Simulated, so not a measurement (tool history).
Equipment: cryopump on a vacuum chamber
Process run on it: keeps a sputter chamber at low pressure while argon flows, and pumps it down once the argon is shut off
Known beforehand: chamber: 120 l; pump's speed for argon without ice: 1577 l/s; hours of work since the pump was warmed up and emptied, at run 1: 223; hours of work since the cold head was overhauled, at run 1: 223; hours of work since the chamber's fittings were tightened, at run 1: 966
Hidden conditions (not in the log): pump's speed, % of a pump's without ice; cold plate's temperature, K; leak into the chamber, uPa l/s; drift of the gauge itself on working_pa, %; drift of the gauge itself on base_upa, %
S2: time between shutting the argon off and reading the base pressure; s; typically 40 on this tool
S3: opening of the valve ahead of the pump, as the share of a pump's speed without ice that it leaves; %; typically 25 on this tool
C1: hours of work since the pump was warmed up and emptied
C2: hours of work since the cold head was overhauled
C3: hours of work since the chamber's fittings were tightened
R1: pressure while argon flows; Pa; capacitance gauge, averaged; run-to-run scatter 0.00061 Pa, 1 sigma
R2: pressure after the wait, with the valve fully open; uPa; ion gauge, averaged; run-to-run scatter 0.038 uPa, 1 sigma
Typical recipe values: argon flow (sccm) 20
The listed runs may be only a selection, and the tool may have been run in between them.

Run 1, hour 0.0: usual settings; C1 223; C2 223; C3 966. Result: R1 0.0872 Pa, R2 2.98 uPa.
Run 2, hour 29.2: usual settings; C1 237; C2 237; C3 980. Result: R1 0.0871 Pa, R2 2.95 uPa.
Run 3, hour 66.8: usual settings; C1 255; C2 255; C3 999. Result: R1 0.0872 Pa, R2 2.95 uPa.
Run 4, hour 93.5: usual settings; C1 268; C2 268; C3 1011. Result: R1 0.0866 Pa, R2 3.09 uPa.
Run 5, hour 128.3: usual settings; C1 285; C2 285; C3 1028. Result: R1 0.0871 Pa, R2 3.02 uPa.
Run 6, hour 163.7: usual settings; C1 302; C2 302; C3 1045. Result: R1 0.0873 Pa, R2 3.10 uPa.
Run 7, hour 181.9: usual settings; C1 310; C2 310; C3 1054. Result: R1 0.0879 Pa, R2 3.12 uPa.
Run 8, hour 205.9: usual settings; C1 322; C2 322; C3 1066. Result: R1 0.0874 Pa, R2 3.14 uPa.
Run 9, hour 235.4: usual settings; C1 336; C2 336; C3 1080. Result: R1 0.0884 Pa, R2 3.12 uPa.
Run 10, hour 267.6: usual settings; C1 352; C2 352; C3 1095. Result: R1 0.0862 Pa, R2 3.16 uPa.
Run 11, hour 296.1: usual settings but argon flow (sccm) 25, S2 44 s, S3 27 %; C1 365; C2 365; C3 1109. Result: R1 0.1013 Pa, R2 2.95 uPa.
Run 12, hour 323.4: usual settings but argon flow (sccm) 25, S2 35 s, S3 58 %; C1 379; C2 379; C3 1122. Result: R1 0.0484 Pa, R2 3.41 uPa.
Run 13, hour 356.5: usual settings but argon flow (sccm) 22, S2 56 s, S3 17 %; C1 395; C2 395; C3 1138. Result: R1 0.1416 Pa, R2 2.62 uPa.
Run 14, hour 387.7: usual settings but argon flow (sccm) 10, S2 191 s; C1 410; C2 410; C3 1153. Result: R1 0.0436 Pa, R2 1.62 uPa.
Run 15, hour 410.7: usual settings but argon flow (sccm) 26, S2 26 s, S3 29 %; C1 421; C2 421; C3 1164. Result: R1 0.0995 Pa, R2 4.18 uPa.
Run 16, hour 436.1: usual settings but argon flow (sccm) 26, S2 26 s, S3 29 %; C1 433; C2 433; C3 1177. Result: R1 0.0993 Pa, R2 4.23 uPa.
Run 17, hour 474.9: usual settings but argon flow (sccm) 26, S2 26 s, S3 29 %; C1 452; C2 452; C3 1195. Result: R1 0.0985 Pa, R2 4.30 uPa.

Here are 4 independent what-if runs from the current tool condition. What would each one return?
Run A, hour 494.2: usual settings but argon flow (sccm) 35, S2 128 s, S3 27 %; C1 461; C2 461; C3 1205. Result: R1 ?, R2 ?.
Run B, hour 494.2: usual settings but argon flow (sccm) 32, S2 135 s, S3 29 %; C1 461; C2 461; C3 1205. Result: R1 ?, R2 ?.
Run C, hour 494.2: usual settings but argon flow (sccm) 13, S2 84 s, S3 29 %; C1 461; C2 461; C3 1205. Result: R1 ?, R2 ?.
Run D, hour 494.2: usual settings but argon flow (sccm) 18, S2 89 s, S3 39 %; C1 461; C2 461; C3 1205. Result: R1 ?, R2 ?.

run      R1    R2
  A  0.1434  1.87
  B  0.1220  1.85
  C  0.0486  2.27
  D  0.0506  2.13
With the hidden condition removed and each run's random variation left untouched, the same runs would have given:
run      R1    R2
  A  0.1393  0.77
  B  0.1182  0.73
  C  0.0471  1.13
  D  0.0485  1.05
